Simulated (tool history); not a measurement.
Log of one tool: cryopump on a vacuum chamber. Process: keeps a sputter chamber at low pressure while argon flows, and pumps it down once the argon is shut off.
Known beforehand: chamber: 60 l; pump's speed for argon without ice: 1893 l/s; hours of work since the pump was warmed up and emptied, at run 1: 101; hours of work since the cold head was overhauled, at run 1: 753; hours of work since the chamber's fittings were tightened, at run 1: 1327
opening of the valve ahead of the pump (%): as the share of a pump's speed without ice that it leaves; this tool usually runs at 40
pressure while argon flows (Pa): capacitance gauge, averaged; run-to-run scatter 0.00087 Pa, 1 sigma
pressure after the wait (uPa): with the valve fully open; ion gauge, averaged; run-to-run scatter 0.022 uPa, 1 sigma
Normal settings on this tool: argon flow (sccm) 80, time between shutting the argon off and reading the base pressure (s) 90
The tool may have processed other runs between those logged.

| run | hour | argon flow (sccm) | time between shutting the argon off and reading the base pressure (s) | opening of the valve ahead of the pump (%) | hours of work since the pump was warmed up and emptied | hours of work since the cold head was overhauled | hours of work since the chamber's fittings were tightened | pressure while argon flows (Pa) | pressure after the wait (uPa) |
|---|---|---|---|---|---|---|---|---|---|
| 1 | 0 | 80 | 90 | 40 | 101 | 753 | 1327 | 0.1822 | 1.24 |
| 2 | 75.5 | 80 | 90 | 40 | 161 | 813 | 1387 | 0.1861 | 1.19 |
| 3 | 122.5 | 80 | 204 | 40 | 199 | 850 | 1425 | 0.187 | 1.1 |
| 4 | 225.7 | 80 | 204 | 40 | 281 | 933 | 1507 | 0.19 | 1.09 |
| 5 | 273.6 | 80 | 204 | 40 | 319 | 971 | 1545 | 0.1922 | 1.12 |
| 6 | 324 | 80 | 90 | 17 | 360 | 1011 | 1585 | 0.4346 | 1.39 |
| 7 | 423.3 | 80 | 90 | 17 | 439 | 1090 | 1665 | 0.4415 | 1.44 |
| 8 | 482.3 | 80 | 90 | 17 | 486 | 1137 | 1712 | 0.4427 | 1.48 |
|  | 546.6 | pump warmed up, emptied and cooled again |
| 9 | 586.3 | 80 | 90 | 17 | 32 | 1216 | 1791 | 0.4244 | 1.32 |
| 10 | 657.7 | 80 | 90 | 40 | 89 | 1273 | 1848 | 0.1829 | 1.34 |
| 11 | 715.5 | 80 | 90 | 40 | 135 | 1319 | 1894 | 0.1845 | 1.39 |
| 12 | 803.2 | 80 | 90 | 40 | 205 | 1389 | 1964 | 0.1842 | 1.44 |
| 13 | 877 | 80 | 90 | 40 | 264 | 1448 | 2023 | 0.1877 | 1.46 |
| 14 | 975.2 | 80 | 90 | 20 | 342 | 1527 | 2101 | 0.3706 | 1.59 |
| 15 | 1056.9 | 79 | 96 | 30 | 407 | 1592 | 2166 | 0.2526 | 1.67 |
| 16 | 1119.2 | 116 | 123 | 30 | 457 | 1642 | 2216 | 0.3745 | 1.63 |
| 17 | 1190.9 | 49 | 90 | 35 | 514 | 1699 | 2273 | 0.1373 | 1.76 |
|  | 1215.7 | pump warmed up, emptied and cooled again |
| 18 | 1300.1 | 49 | 90 | 23 | 67 | 1782 | 2356 | 0.1923 | 1.51 |
| 19 | 1374.9 | 108 | 90 | 23 | 127 | 1842 | 2416 | 0.4237 | 1.58 |
| 20 | 1460.6 | 97 | 90 | 51 | 195 | 1910 | 2484 | 0.1775 | 1.71 |
| 21 | 1537.8 | 50 | 46 | 51 | 257 | 1972 | 2546 | 0.0927 | 2.14 |
| 22 | 1638.4 | 44 | 141 | 17 | 337 | 2052 | 2626 | 0.2371 | 1.65 |
| 23 | 1693.8 | 51 | 108 | 33 | 381 | 2096 | 2670 | 0.1478 | 1.81 |
| 24 | 1738.1 | 32 | 108 | 33 | 417 | 2131 | 2706 | 0.093 | 1.84 |

Each row is a separate what-if for the run after 24, all from the same tool condition, not one after another. Results?
| A | 1800 | 52 | 216 | 21 | 466 | 2181 | 2755 | ? | ? |
| B | 1800 | 59 | 108 | 33 | 466 | 2181 | 2755 | ? | ? |
| C | 1800 | 84 | 108 | 33 | 466 | 2181 | 2755 | ? | ? |
| D | 1800 | 126 | 42 | 33 | 466 | 2181 | 2755 | ? | ? |
| E | 1800 | 56 | 72 | 55 | 466 | 2181 | 2755 | ? | ? |

| run | pressure while argon flows (Pa) | pressure after the wait (uPa) |
|---|---|---|
| A | 0.2338 | 1.71 |
| B | 0.172 | 1.88 |
| C | 0.2484 | 1.93 |
| D | 0.3696 | 2.44 |
| E | 0.1044 | 2.06 |
Take away the tool's hidden state, keep each run's random variation, and the runs would have read:
| run | pressure while argon flows (Pa) | pressure after the wait (uPa) |
|---|---|---|
| A | 0.2215 | 0.34 |
| B | 0.1582 | 0.5 |
| C | 0.2285 | 0.53 |
| D | 0.34 | 1.07 |
| E | 0.0913 | 0.68 |
